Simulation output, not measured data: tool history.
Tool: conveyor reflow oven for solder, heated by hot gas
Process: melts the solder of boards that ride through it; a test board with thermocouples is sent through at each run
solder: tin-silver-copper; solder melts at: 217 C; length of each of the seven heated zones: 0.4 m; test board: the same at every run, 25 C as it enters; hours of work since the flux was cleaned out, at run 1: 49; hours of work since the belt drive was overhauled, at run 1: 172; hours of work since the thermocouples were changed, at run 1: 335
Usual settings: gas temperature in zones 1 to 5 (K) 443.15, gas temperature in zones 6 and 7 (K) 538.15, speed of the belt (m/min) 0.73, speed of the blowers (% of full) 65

| run | hour | gas temperature in zones 1 to 5 (K) | gas temperature in zones 6 and 7 (K) | speed of the belt (m/min) | speed of the blowers (% of full) | hours of work since the flux was cleaned out | hours of work since the belt drive was overhauled | hours of work since the thermocouples were changed | highest temperature of the board (K) | time above the solder's melting point (s) |
|---|---|---|---|---|---|---|---|---|---|---|
| 1 | 0 | 443.15 | 538.15 | 0.73 | 65 | 49 | 172 | 335 | 521.65 | 45.97 |
| 2 | 14.9 | 443.15 | 538.15 | 0.73 | 65 | 60 | 182 | 346 | 521.55 | 45.91 |
| 3 | 24.2 | 443.15 | 538.15 | 0.73 | 65 | 67 | 189 | 352 | 521.45 | 45.96 |
| 4 | 33.6 | 443.15 | 538.15 | 0.73 | 65 | 73 | 195 | 359 | 521.25 | 45.89 |
| 5 | 48.8 | 442.15 | 538.15 | 0.73 | 65 | 84 | 206 | 370 | 521.35 | 45.48 |
| 6 | 61.7 | 443.15 | 538.15 | 0.73 | 65 | 93 | 215 | 379 | 521.35 | 45.7 |
| 7 | 78.4 | 443.15 | 538.15 | 0.73 | 63 | 105 | 227 | 390 | 520.65 | 45.03 |
| 8 | 93 | 443.15 | 538.15 | 0.73 | 63 | 115 | 237 | 401 | 520.65 | 45.1 |
| 9 | 100.1 | 443.15 | 538.15 | 0.73 | 63 | 120 | 242 | 406 | 520.55 | 45.18 |
| 10 | 114 | 443.15 | 538.15 | 0.73 | 63 | 130 | 252 | 416 | 520.55 | 45.17 |
| 11 | 125.4 | 443.15 | 538.15 | 0.73 | 63 | 138 | 260 | 424 | 520.45 | 45.19 |
| 12 | 140.2 | 443.15 | 544.15 | 0.73 | 65 | 148 | 271 | 434 | 526.25 | 49.08 |
| 13 | 151.5 | 443.15 | 544.15 | 0.73 | 65 | 156 | 279 | 442 | 526.25 | 49.02 |
| 14 | 161.1 | 443.15 | 544.15 | 0.73 | 52 | 163 | 285 | 449 | 521.55 | 44.72 |
| 15 | 172 | 443.15 | 548.15 | 0.73 | 52 | 171 | 293 | 456 | 524.65 | 46.88 |
| 16 | 179 | 433.15 | 548.15 | 0.73 | 72 | 176 | 298 | 461 | 530.15 | 49.1 |
| 17 | 193.8 | 443.15 | 528.15 | 0.822 | 65 | 186 | 308 | 472 | 508.55 | 30.01 |
|  | 213.6 | flux residue cleaned out of gas plates and filters |
| 18 | 213.6 | 443.15 | 533.15 | 0.647 | 65 | 0 | 319 | 482 | 520.35 | 52.54 |
| 19 | 228 | 450.15 | 538.15 | 0.73 | 71 | 10 | 329 | 492 | 524.15 | 50.34 |
| 20 | 240 | 450.15 | 538.15 | 0.73 | 71 | 19 | 338 | 501 | 523.95 | 50.43 |
| 21 | 254.3 | 443.15 | 538.15 | 0.786 | 65 | 29 | 348 | 511 | 518.95 | 40.54 |
| 22 | 262.3 | 443.15 | 527.15 | 0.73 | 65 | 34 | 353 | 517 | 511.65 | 38.58 |
| 23 | 272.4 | 443.15 | 527.15 | 0.73 | 65 | 41 | 360 | 524 | 511.55 | 38.51 |
| 24 | 286.4 | 443.15 | 533.15 | 0.612 | 65 | 51 | 370 | 534 | 521.25 | 57 |
| 25 | 302.7 | 443.15 | 540.15 | 0.612 | 65 | 63 | 382 | 545 | 527.65 | 61.27 |
| 26 | 314.5 | 443.15 | 540.15 | 0.612 | 65 | 71 | 390 | 553 | 527.75 | 61.19 |
| 27 | 326.1 | 450.15 | 543.15 | 0.789 | 65 | 79 | 398 | 562 | 524.05 | 45.85 |
| 28 | 337.7 | 440.15 | 538.15 | 0.704 | 65 | 87 | 406 | 570 | 521.65 | 47.35 |
| 29 | 349 | 437.15 | 538.15 | 0.73 | 52 | 95 | 414 | 578 | 515.05 | 38.13 |
| 30 | 356.5 | 437.15 | 538.15 | 0.73 | 52 | 101 | 420 | 583 | 515.05 | 38.08 |

How the hidden state differs across the entries between the runs, from the last listed run before each to the first after it:
Between runs 17 and 18: flux residue cleaned out of gas plates and filters (hour 213.6)
  heat that the gas passes to the board, % of a clean oven's: 97.3 -> 99.8; belt's true speed, % of the reading: 99.02 -> 98.99; true gas temperature in zones 6 and 7 over the reading, C: -1.78 -> -1.81
  measured less the result without the state, highest temperature of the board (K): -1.8 -> -1.4; time above the solder's melting point (s): -1.45 -> -0.39
